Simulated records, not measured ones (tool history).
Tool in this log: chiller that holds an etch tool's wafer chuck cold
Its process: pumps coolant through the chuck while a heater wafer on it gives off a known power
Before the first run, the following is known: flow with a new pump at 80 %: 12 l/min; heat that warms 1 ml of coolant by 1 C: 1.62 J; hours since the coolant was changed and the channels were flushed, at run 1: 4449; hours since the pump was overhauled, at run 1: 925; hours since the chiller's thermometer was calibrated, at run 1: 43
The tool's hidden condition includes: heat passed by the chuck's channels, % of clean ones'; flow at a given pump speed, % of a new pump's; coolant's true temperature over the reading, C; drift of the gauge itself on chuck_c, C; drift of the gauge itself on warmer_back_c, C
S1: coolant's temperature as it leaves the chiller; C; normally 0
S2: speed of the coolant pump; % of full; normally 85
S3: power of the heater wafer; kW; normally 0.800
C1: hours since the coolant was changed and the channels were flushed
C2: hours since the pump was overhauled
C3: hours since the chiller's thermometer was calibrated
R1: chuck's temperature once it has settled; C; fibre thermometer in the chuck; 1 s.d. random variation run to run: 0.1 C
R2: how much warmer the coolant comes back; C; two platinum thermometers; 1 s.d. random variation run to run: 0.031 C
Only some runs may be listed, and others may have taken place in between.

run,day,S1,S2,S3,C1,C2,C3,R1,R2
1,0.000,0,85,0.800,4449,925,43,5.7,2.32
2,1.196,0,85,0.800,4477,953,72,5.5,2.28
3,2.575,-1,85,0.800,4510,987,105,4.7,2.28
4,3.571,-1,85,0.800,4534,1010,129,4.8,2.19
5,4.671,-1,85,0.530,4561,1037,155,2.8,1.43
6,5.812,0,85,0.800,4588,1064,182,5.6,2.22
7,6.867,0,85,0.800,4613,1090,208,5.8,2.23
8,8.217,0,85,0.800,4646,1122,240,5.8,2.18
9,9.500,-4,85,0.800,4677,1153,271,1.6,2.11
10,10.462,0,85,0.800,4700,1176,294,5.5,2.16
11,11.546,0,85,0.800,4726,1202,320,5.7,2.11
12,12.929,0,85,0.800,4759,1235,353,5.7,2.11
13,13.758,0,85,0.800,4779,1255,373,5.7,2.08
14,15.275,0,85,0.800,4815,1291,410,5.8,2.02
15,16.079,0,85,0.800,4834,1311,429,5.7,2.00
16,17.104,0,85,0.800,4859,1335,453,5.6,2.05
17,18.412,-10,70,0.678,4890,1367,485,-4.2,2.19
18,19.512,-10,70,0.678,4917,1393,511,-4.2,2.10
19,20.212,-6,85,0.800,4934,1410,528,-0.3,2.02
20,20.996,-6,85,0.800,4952,1429,547,-0.1,1.99
21,22.667,-2,68,0.604,4993,1469,587,3.2,1.89
22,23.996,-2,68,0.604,5024,1501,619,3.2,1.85
23,25.408,-2,68,0.604,5058,1534,653,3.2,1.83
# day 25.683: gauge calibrated
24,26.708,-1,68,0.604,5090,1566,684,4.3,2.21
25,28.308,0,85,0.800,5128,1604,722,5.8,2.25
26,29.838,0,85,1.024,5165,1641,759,7.3,2.86
27,31.183,0,80,0.556,5197,1673,791,4.0,1.62
28,32.279,-7,68,0.483,5223,1699,818,-2.9,1.70
29,33.892,-3,68,0.799,5262,1738,856,3.7,2.84
30,35.129,0,85,0.644,5292,1768,886,4.6,1.70
# day 36.625: coolant changed, channels flushed
31,36.633,-3,80,0.509,0,1798,916,0.8,1.38

How the hidden state differs across the entries between the runs, from the last listed run before each to the first after it:
In the gap between runs 23 and 24: gauge calibrated (day 25.683)
  drift of the gauge itself on warmer_back_c, C: -0.4 -> -0.02
  measured minus no-state result, R2: -0.40 -> -0.02 C
In the gap between runs 30 and 31: coolant changed, channels flushed (day 36.625)
  heat passed by the chuck's channels, % of clean ones': 99.7 -> 100; drift of the gauge itself on warmer_back_c, C: -0.15 -> -0.17
  measured minus no-state result, R2: -0.15 -> -0.17 C
